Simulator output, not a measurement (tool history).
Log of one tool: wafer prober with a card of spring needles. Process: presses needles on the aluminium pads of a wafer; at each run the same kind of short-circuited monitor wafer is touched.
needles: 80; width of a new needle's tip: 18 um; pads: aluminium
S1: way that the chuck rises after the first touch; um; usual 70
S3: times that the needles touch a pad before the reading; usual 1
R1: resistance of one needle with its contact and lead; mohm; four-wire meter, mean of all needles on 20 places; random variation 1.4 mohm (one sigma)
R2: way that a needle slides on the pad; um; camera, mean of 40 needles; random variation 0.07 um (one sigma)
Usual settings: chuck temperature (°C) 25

{"run": 1, "hour": 0.0, "S1": 70, "chuck temperature (°C)": 25, "S3": 1, "R1": 138, "R2": 18.05}
{"run": 2, "hour": 7.6, "S1": 70, "chuck temperature (°C)": 25, "S3": 1, "R1": 159, "R2": 17.95}
{"hour": 10.6, "done": "tips cleaned on abrasive film"}
{"run": 3, "hour": 13.8, "S1": 70, "chuck temperature (°C)": 25, "S3": 1, "R1": 187, "R2": 17.98}
{"run": 4, "hour": 23.1, "S1": 70, "chuck temperature (°C)": 25, "S3": 1, "R1": 174, "R2": 17.96}
{"hour": 24.1, "done": "tips cleaned on abrasive film"}
{"run": 5, "hour": 27.9, "S1": 79, "chuck temperature (°C)": 25, "S3": 1, "R1": 138, "R2": 20.35}
{"run": 6, "hour": 36.5, "S1": 79, "chuck temperature (°C)": 25, "S3": 1, "R1": 154, "R2": 20.34}
{"hour": 37.4, "done": "tips cleaned on abrasive film"}
{"hour": 42.3, "done": "tips cleaned on abrasive film, once more"}
{"run": 7, "hour": 43.6, "S1": 70, "chuck temperature (°C)": 25, "S3": 3, "R1": 120, "R2": 17.81}
{"run": 8, "hour": 50.6, "S1": 70, "chuck temperature (°C)": 25, "S3": 3, "R1": 130, "R2": 17.94}
{"hour": 56.1, "done": "tips cleaned on abrasive film"}
{"run": 9, "hour": 60.3, "S1": 70, "chuck temperature (°C)": 25, "S3": 3, "R1": 124, "R2": 17.83}
{"run": 10, "hour": 68.4, "S1": 52, "chuck temperature (°C)": 25, "S3": 3, "R1": 151, "R2": 13.07}
{"hour": 69.7, "done": "tips cleaned on abrasive film"}
{"hour": 75.5, "done": "height of the first contact set anew"}
{"run": 11, "hour": 75.5, "S1": 52, "chuck temperature (°C)": 25, "S3": 3, "R1": 140, "R2": 13.64}
{"run": 12, "hour": 82.9, "S1": 52, "chuck temperature (°C)": 25, "S3": 3, "R1": 145, "R2": 13.69}
{"hour": 83.6, "done": "tips cleaned on abrasive film"}
{"run": 13, "hour": 90.5, "S1": 61, "chuck temperature (°C)": 25, "S3": 1, "R1": 164, "R2": 16.1}
{"run": 14, "hour": 94.9, "S1": 61, "chuck temperature (°C)": 25, "S3": 1, "R1": 172, "R2": 16.18}
{"hour": 97.2, "done": "tips cleaned on abrasive film"}
{"run": 15, "hour": 100.4, "S1": 70, "chuck temperature (°C)": 25, "S3": 1, "R1": 145, "R2": 18.43}
{"run": 16, "hour": 107.9, "S1": 55, "chuck temperature (°C)": 25, "S3": 1, "R1": 189, "R2": 14.45}
{"hour": 110.3, "done": "tips cleaned on abrasive film"}
{"run": 17, "hour": 116.7, "S1": 67, "chuck temperature (°C)": 25, "S3": 1, "R1": 152, "R2": 17.57}
{"hour": 123.8, "done": "tips cleaned on abrasive film"}
{"run": 18, "hour": 124.4, "S1": 67, "chuck temperature (°C)": 25, "S3": 1, "R1": 127, "R2": 17.54}
{"run": 19, "hour": 131.8, "S1": 59, "chuck temperature (°C)": 25, "S3": 1, "R1": 174, "R2": 15.59}
{"hour": 137.2, "done": "tips cleaned on abrasive film"}
{"run": 20, "hour": 141.4, "S1": 82, "chuck temperature (°C)": 25, "S3": 3, "R1": 122, "R2": 21.65}
{"run": 21, "hour": 147.9, "S1": 88, "chuck temperature (°C)": 35, "S3": 2, "R1": 131, "R2": 23.24}
{"hour": 150.3, "done": "tips cleaned on abrasive film"}
{"run": 22, "hour": 154.8, "S1": 88, "chuck temperature (°C)": 35, "S3": 2, "R1": 129, "R2": 23.06}
{"run": 23, "hour": 159.8, "S1": 85, "chuck temperature (°C)": 33, "S3": 2, "R1": 134, "R2": 22.29}
{"hour": 163.6, "done": "tips cleaned on abrasive film"}
{"run": 24, "hour": 167.0, "S1": 85, "chuck temperature (°C)": 26, "S3": 2, "R1": 121, "R2": 22.3}
{"run": 25, "hour": 171.3, "S1": 67, "chuck temperature (°C)": 98, "S3": 2, "R1": 149, "R2": 17.59}
{"hour": 177.3, "done": "tips cleaned on abrasive film"}
{"run": 26, "hour": 180.6, "S1": 71, "chuck temperature (°C)": 62, "S3": 1, "R1": 144, "R2": 18.62}
{"run": 27, "hour": 186.6, "S1": 85, "chuck temperature (°C)": 105, "S3": 2, "R1": 140, "R2": 22.27}
{"hour": 190.4, "done": "tips cleaned on abrasive film"}
{"run": 28, "hour": 194.8, "S1": 85, "chuck temperature (°C)": 105, "S3": 2, "R1": 136, "R2": 22.33}
{"run": 29, "hour": 201.0, "S1": 51, "chuck temperature (°C)": 105, "S3": 1, "R1": 207, "R2": 13.21}
{"hour": 204.3, "done": "tips cleaned on abrasive film"}
{"run": 30, "hour": 205.4, "S1": 63, "chuck temperature (°C)": 69, "S3": 1, "R1": 140, "R2": 16.43}
{"run": 31, "hour": 211.7, "S1": 84, "chuck temperature (°C)": 69, "S3": 3, "R1": 127, "R2": 21.88}
{"run": 32, "hour": 216.6, "S1": 74, "chuck temperature (°C)": 25, "S3": 1, "R1": 160, "R2": 19.19}
{"hour": 217.6, "done": "tips cleaned on abrasive film"}
{"run": 33, "hour": 222.5, "S1": 63, "chuck temperature (°C)": 109, "S3": 1, "R1": 167, "R2": 16.39}
{"hour": 231.3, "done": "tips cleaned on abrasive film"}
{"run": 34, "hour": 232.2, "S1": 52, "chuck temperature (°C)": 99, "S3": 1, "R1": 149, "R2": 13.42}
{"run": 35, "hour": 242.7, "S1": 89, "chuck temperature (°C)": 109, "S3": 2, "R1": 144, "R2": 23.06}

3 ways to go on from here, each from the tool as it stands after run 35. What would each give?
{"hour": 244.6, "done": "tips cleaned on abrasive film"}
{"run": "A", "hour": 251.4, "S1": 76, "chuck temperature (°C)": 25, "S3": 1, "R1": "?", "R2": "?"}
{"hour": 244.6, "done": "tips cleaned on abrasive film"}
{"run": "B", "hour": 251.4, "S1": 70, "chuck temperature (°C)": 25, "S3": 3, "R1": "?", "R2": "?"}
{"hour": 244.6, "done": "tips cleaned on abrasive film"}
{"run": "C", "hour": 251.4, "S1": 89, "chuck temperature (°C)": 98, "S3": 1, "R1": "?", "R2": "?"}

run=A R1=149 R2=19.77
run=B R1=128 R2=18.24
run=C R1=146 R2=23.09
Without the tool's hidden state the same runs would have given:
run=A R1=113 R2=20.09
run=B R1=113 R2=18.56
run=C R1=122 R2=23.41

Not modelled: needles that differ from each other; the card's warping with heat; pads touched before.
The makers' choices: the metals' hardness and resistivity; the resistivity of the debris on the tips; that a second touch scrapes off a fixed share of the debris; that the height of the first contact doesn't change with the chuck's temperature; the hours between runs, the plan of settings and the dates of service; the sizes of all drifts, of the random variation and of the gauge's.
